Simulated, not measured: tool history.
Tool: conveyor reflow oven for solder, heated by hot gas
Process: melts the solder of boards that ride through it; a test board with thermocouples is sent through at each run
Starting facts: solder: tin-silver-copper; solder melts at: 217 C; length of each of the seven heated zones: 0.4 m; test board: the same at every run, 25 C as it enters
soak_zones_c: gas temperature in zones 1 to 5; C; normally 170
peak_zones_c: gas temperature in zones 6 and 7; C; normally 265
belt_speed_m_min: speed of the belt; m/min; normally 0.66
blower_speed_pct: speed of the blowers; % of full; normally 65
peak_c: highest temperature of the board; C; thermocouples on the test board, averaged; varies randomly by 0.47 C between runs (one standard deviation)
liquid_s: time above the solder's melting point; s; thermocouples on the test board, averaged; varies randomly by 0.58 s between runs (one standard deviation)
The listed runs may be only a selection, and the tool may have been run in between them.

run,hour,soak_zones_c,peak_zones_c,belt_speed_m_min,blower_speed_pct,peak_c,liquid_s
1,0,170,265,0.66,65,251.6,52.6
2,19.5,156,265,0.66,65,248.7,46.4
3,31.8,170,265,0.66,65,251.6,53
# hour 47.4: thermocouples of zones 6 and 7 changed
4,58.6,170,265,0.653,65,248.6,52.9
5,77,170,265,0.653,65,249.8,51.9
6,101.4,170,265,0.66,52,246.1,48.2
# hour 107.8: flux residue cleaned out of gas plates and filters
7,134.1,170,254,0.66,65,240.3,43.6
8,145.6,170,254,0.66,65,239.1,43.6
9,160.6,170,254,0.659,65,240.1,43.1
10,182.3,170,277,0.66,65,260.2,58.5
11,199.8,170,277,0.585,61,263.2,67.6
12,226.5,162,265,0.66,63,248.1,48.1
13,250.7,162,253,0.66,52,235.3,35.7
14,274.6,170,268,0.64,65,252.6,56.3
15,298.5,163,274,0.66,65,256.7,53.9
16,323.6,170,253,0.66,65,238.7,43.3
17,335.3,170,253,0.66,65,238.4,43.2
18,349.5,158,263,0.619,88,250.9,53.5

Here are 4 independent what-if runs from the current tool condition. What would each one return?
A,362.3,158,258,0.643,88,?,?
B,362.3,170,277,0.66,65,?,?
C,362.3,182,263,0.619,88,?,?
D,362.3,169,265,0.532,65,?,?

run,peak_c,liquid_s
A,245.4,46.9
B,260.3,57.3
C,254.3,63.8
D,255.8,72.2
Without the tool's unlogged condition, the same runs would have read:
run,peak_c,liquid_s
A,245.7,47.2
B,260.7,57.1
C,254.4,63.5
D,255.8,71.8

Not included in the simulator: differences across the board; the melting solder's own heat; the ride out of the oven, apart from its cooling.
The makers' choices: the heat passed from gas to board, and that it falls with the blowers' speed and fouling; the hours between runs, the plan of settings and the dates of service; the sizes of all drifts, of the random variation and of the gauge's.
